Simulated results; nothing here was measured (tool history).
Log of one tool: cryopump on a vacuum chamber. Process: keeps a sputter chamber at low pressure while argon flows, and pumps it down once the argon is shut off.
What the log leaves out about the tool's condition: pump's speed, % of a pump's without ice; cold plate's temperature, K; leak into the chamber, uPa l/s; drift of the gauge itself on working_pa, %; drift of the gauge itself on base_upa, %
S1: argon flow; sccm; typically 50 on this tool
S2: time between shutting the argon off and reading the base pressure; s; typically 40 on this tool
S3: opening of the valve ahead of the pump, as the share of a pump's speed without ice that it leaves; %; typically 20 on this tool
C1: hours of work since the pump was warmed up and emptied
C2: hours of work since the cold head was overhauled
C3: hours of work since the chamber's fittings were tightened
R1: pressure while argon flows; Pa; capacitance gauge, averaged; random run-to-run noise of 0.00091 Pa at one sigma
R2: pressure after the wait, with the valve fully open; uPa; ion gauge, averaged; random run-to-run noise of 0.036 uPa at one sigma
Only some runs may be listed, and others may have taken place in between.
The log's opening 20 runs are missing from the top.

| run | hour | S1 | S2 | S3 | C1 | C2 | C3 | R1 | R2 |
|---|---|---|---|---|---|---|---|---|---|
| 21 | 1317.1 | 53 | 260 | 33 | 657 | 1669 | 1324 | 0.1747 | 1.67 |
| 22 | 1389.2 | 39 | 114 | 34 | 706 | 1718 | 1373 | 0.1256 | 1.99 |
| 23 | 1471.5 | 39 | 41 | 23 | 762 | 1773 | 1429 | 0.1827 | 3.2 |
| 24 | 1549.9 | 39 | 41 | 23 | 815 | 1827 | 1482 | 0.1828 | 3.33 |
| 25 | 1606.9 | 39 | 41 | 23 | 853 | 1865 | 1520 | 0.1851 | 3.38 |
| 26 | 1669.5 | 55 | 114 | 19 | 895 | 1907 | 1563 | 0.3135 | 2.25 |
| 27 | 1745.8 | 55 | 114 | 19 | 947 | 1959 | 1614 | 0.3142 | 2.35 |
| 28 | 1813.2 | 26 | 40 | 32 | 993 | 2005 | 1660 | 0.0905 | 3.52 |
|  | 1848.7 | pump warmed up, emptied and cooled again |
| 29 | 1894.6 | 57 | 20 | 20 | 31 | 2056 | 1711 | 0.2991 | 5.31 |
| 30 | 1937.2 | 57 | 20 | 20 | 60 | 2085 | 1740 | 0.3 | 5.18 |
| 31 | 1990.1 | 57 | 20 | 20 | 96 | 2121 | 1776 | 0.3 | 5.32 |
| 32 | 2062.3 | 57 | 20 | 20 | 144 | 2170 | 1825 | 0.3013 | 5.27 |
| 33 | 2146 | 57 | 20 | 20 | 201 | 2226 | 1882 | 0.2991 | 5.37 |

Below are 4 alternative next runs, each starting from the tool's condition after run 33. Predict each:
| A | 2193 | 46 | 135 | 23 | 233 | 2258 | 1913 | ? | ? |
| B | 2193 | 22 | 40 | 20 | 233 | 2258 | 1913 | ? | ? |
| C | 2193 | 57 | 20 | 40 | 233 | 2258 | 1913 | ? | ? |
| D | 2193 | 69 | 32 | 34 | 233 | 2258 | 1913 | ? | ? |

| run | R1 | R2 |
|---|---|---|
| A | 0.2112 | 2.23 |
| B | 0.1165 | 3.45 |
| C | 0.1521 | 5.52 |
| D | 0.2167 | 3.99 |
With no hidden state in the tool, these same runs would have given:
| run | R1 | R2 |
|---|---|---|
| A | 0.2078 | 0.74 |
| B | 0.1148 | 1.97 |
| C | 0.1479 | 3.96 |
| D | 0.2115 | 2.46 |
